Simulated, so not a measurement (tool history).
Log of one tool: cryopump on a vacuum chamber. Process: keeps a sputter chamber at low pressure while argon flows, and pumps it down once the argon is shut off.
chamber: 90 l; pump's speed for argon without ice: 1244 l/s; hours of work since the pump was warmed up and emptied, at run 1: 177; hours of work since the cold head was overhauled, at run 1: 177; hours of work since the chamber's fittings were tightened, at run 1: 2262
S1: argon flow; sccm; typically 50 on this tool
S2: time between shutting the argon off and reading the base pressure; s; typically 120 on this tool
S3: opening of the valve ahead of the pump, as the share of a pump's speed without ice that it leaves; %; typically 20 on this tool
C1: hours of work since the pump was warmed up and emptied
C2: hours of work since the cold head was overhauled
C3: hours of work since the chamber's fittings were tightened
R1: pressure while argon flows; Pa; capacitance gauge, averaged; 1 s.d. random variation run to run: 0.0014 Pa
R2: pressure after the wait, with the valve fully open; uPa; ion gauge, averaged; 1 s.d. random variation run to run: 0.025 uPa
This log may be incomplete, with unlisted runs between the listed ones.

run,hour,S1,S2,S3,C1,C2,C3,R1,R2
1,0.0,50,120,20,177,177,2262,0.3483,2.28
2,19.1,50,120,20,192,192,2277,0.3462,2.32
3,41.2,50,120,16,209,209,2294,0.4323,2.31
4,66.9,50,198,20,229,229,2314,0.3452,2.06
5,98.2,50,198,20,254,254,2339,0.3511,2.11
6,126.9,50,198,20,276,276,2361,0.3526,2.23
7,165.9,50,64,20,306,306,2391,0.3550,3.13
8,210.0,50,120,32,341,341,2426,0.2263,2.51
9,251.7,50,120,32,373,373,2458,0.2264,2.61
10,294.6,50,120,32,406,406,2491,0.2272,2.60
11,322.1,50,120,20,428,428,2513,0.3565,2.65
12,362.0,50,120,20,459,459,2544,0.3569,2.63
13,398.3,50,120,20,487,487,2572,0.3591,2.78
14,421.6,50,120,20,505,505,2590,0.3612,2.77
15,461.0,50,120,20,536,536,2621,0.3645,2.81
16,495.2,50,120,20,562,562,2647,0.3624,2.90
17,534.9,50,120,20,593,593,2678,0.3647,3.01
18,569.0,43,120,16,620,620,2705,0.3891,3.01
19,611.0,28,32,29,652,652,2737,0.1466,5.16
20,654.8,25,169,46,686,686,2771,0.0887,2.91
21,680.4,41,100,24,706,706,2791,0.2572,3.29
22,709.0,50,42,31,728,728,2813,0.2509,4.56
23,748.0,41,199,18,759,759,2844,0.3394,3.06
24,790.8,29,41,55,792,792,2877,0.0922,4.68
# hour 828.1: pump warmed up, emptied and cooled again
25,837.7,50,120,52,8,825,2910,0.1316,2.51
26,861.5,50,120,52,26,843,2928,0.1333,2.59
27,904.7,50,120,52,60,877,2962,0.1331,2.61
28,927.5,50,120,52,77,894,2979,0.1348,2.61
29,960.2,96,188,16,103,920,3005,0.8155,2.33
30,993.8,67,125,53,129,946,3031,0.1785,2.55
31,1033.9,67,188,53,160,977,3062,0.1800,2.49
32,1073.4,31,188,30,191,1008,3093,0.1457,2.47
# hour 1090.3: leaking fittings of the chamber tightened, without venting
33,1110.0,48,120,20,218,1035,15,0.3349,1.07

The same runs without the tool's hidden state, with the same run-to-run variation:
The hidden state here: pump's speed, % of a pump's without ice; cold plate's temperature, K; leak into the chamber, uPa l/s; drift of the gauge itself on working_pa, %; drift of the gauge itself on base_upa, %.
run,R1,R2
1,0.3414,0.98
2,0.3388,0.98
3,0.4242,0.98
4,0.3364,0.69
5,0.3413,0.68
6,0.3420,0.73
7,0.3432,1.66
8,0.2132,0.96
9,0.2122,1.00
10,0.2115,1.00
11,0.3399,0.97
12,0.3389,0.95
13,0.3398,1.01
14,0.3410,0.99
15,0.3427,0.98
16,0.3395,0.98
17,0.3401,1.01
18,0.3668,1.01
19,0.1310,3.06
20,0.0740,0.76
21,0.2321,1.15
22,0.2189,2.35
23,0.3114,0.72
24,0.0713,2.34
25,0.1305,0.99
26,0.1316,1.03
27,0.1304,0.99
28,0.1315,1.00
29,0.8077,0.69
30,0.1719,0.91
31,0.1721,0.72
32,0.1413,0.73
33,0.3273,1.02

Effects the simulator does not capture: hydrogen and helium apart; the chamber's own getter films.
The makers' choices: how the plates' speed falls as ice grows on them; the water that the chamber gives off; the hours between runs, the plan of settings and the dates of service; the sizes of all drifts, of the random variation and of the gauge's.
